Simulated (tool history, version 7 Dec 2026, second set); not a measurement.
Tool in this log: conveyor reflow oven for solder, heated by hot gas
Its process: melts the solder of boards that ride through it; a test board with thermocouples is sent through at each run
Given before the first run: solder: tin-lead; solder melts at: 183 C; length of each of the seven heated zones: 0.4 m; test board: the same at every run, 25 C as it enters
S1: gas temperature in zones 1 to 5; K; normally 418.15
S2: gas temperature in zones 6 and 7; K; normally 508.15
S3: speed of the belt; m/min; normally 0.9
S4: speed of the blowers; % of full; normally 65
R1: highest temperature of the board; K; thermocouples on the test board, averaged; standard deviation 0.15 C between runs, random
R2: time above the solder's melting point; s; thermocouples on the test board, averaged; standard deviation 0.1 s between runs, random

run 1 hour=0 | S1=418.15 S2=508.15 S3=0.9 S4=65 | R1=488.55 R2=40.2
run 2 hour=9.3 | S1=418.15 S2=508.15 S3=0.9 S4=65 | R1=488.85 R2=40.2
run 3 hour=26.2 | S1=418.15 S2=508.15 S3=0.9 S4=65 | R1=488.45 R2=40.3
run 4 hour=39.9 | S1=418.15 S2=508.15 S3=0.9 S4=65 | R1=488.55 R2=40.1
-- hour=44.3 thermocouples of zones 6 and 7 changed
run 5 hour=49.8 | S1=418.15 S2=508.15 S3=1.016 S4=65 | R1=484.45 R2=32.4
run 6 hour=64.7 | S1=418.15 S2=508.15 S3=1.016 S4=65 | R1=483.95 R2=32.7
run 7 hour=74.1 | S1=418.15 S2=508.15 S3=1.016 S4=65 | R1=484.35 R2=32.6
run 8 hour=93 | S1=418.15 S2=508.15 S3=0.907 S4=65 | R1=488.25 R2=39.6
run 9 hour=110.2 | S1=418.15 S2=508.15 S3=0.907 S4=65 | R1=488.45 R2=39.8
run 10 hour=128.1 | S1=433.15 S2=508.15 S3=0.9 S4=65 | R1=491.75 R2=46.9
run 11 hour=139.4 | S1=425.15 S2=508.15 S3=0.9 S4=65 | R1=490.05 R2=43.2
run 12 hour=153 | S1=418.15 S2=508.15 S3=0.9 S4=65 | R1=488.35 R2=40.2
-- hour=170.4 flux residue cleaned out of gas plates and filters
run 13 hour=173.9 | S1=418.15 S2=508.15 S3=0.9 S4=65 | R1=488.65 R2=40.3
run 14 hour=184.2 | S1=406.15 S2=508.15 S3=0.9 S4=65 | R1=485.95 R2=35.6
run 15 hour=202.5 | S1=428.15 S2=508.15 S3=0.9 S4=65 | R1=490.65 R2=44.7
run 16 hour=215.8 | S1=424.15 S2=521.15 S3=0.902 S4=65 | R1=500.75 R2=48.1
run 17 hour=232.1 | S1=418.15 S2=508.15 S3=0.9 S4=79 | R1=491.85 R2=42.5
run 18 hour=245.1 | S1=418.15 S2=511.15 S3=0.803 S4=67 | R1=495.25 R2=49.5
run 19 hour=255.1 | S1=431.15 S2=498.15 S3=0.9 S4=65 | R1=483.45 R2=41.2
run 20 hour=270.3 | S1=431.15 S2=498.15 S3=0.9 S4=65 | R1=483.55 R2=41.2
run 21 hour=282.1 | S1=418.15 S2=508.15 S3=0.729 S4=65 | R1=495.15 R2=54.9
run 22 hour=300 | S1=418.15 S2=518.15 S3=0.9 S4=63 | R1=496.25 R2=44.2
run 23 hour=311.1 | S1=418.15 S2=521.15 S3=0.9 S4=65 | R1=499.65 R2=45.5
run 24 hour=330.1 | S1=418.15 S2=521.15 S3=0.9 S4=65 | R1=499.35 R2=45.8
run 25 hour=347.4 | S1=427.15 S2=499.15 S3=0.802 S4=65 | R1=486.45 R2=47.5
run 26 hour=361.9 | S1=418.15 S2=508.15 S3=0.9 S4=56 | R1=486.25 R2=38.4
run 27 hour=370.2 | S1=418.15 S2=508.15 S3=0.9 S4=56 | R1=486.05 R2=38.2
run 28 hour=382.3 | S1=418.15 S2=517.15 S3=0.961 S4=65 | R1=493.75 R2=39.8
run 29 hour=398.2 | S1=418.15 S2=503.15 S3=0.961 S4=53 | R1=478.65 R2=30

What if the next run were any one of these 3? Each begins from the tool's condition after run 29:
-- hour=414.4 flux residue cleaned out of gas plates and filters
run A hour=415.4 | S1=418.15 S2=497.15 S3=0.961 S4=53 | R1=? R2=?
-- hour=414.4 flux residue cleaned out of gas plates and filters
run B hour=415.4 | S1=406.15 S2=498.15 S3=0.817 S4=65 | R1=? R2=?
-- hour=414.4 flux residue cleaned out of gas plates and filters
run C hour=415.4 | S1=406.15 S2=503.15 S3=0.961 S4=53 | R1=? R2=?

run=A R1=473.75 R2=26.3
run=B R1=481.15 R2=36.2
run=C R1=475.45 R2=24.7
Without the tool's hidden state the same runs would have given:
run=A R1=473.75 R2=26.3
run=B R1=481.15 R2=36.1
run=C R1=475.45 R2=24.6
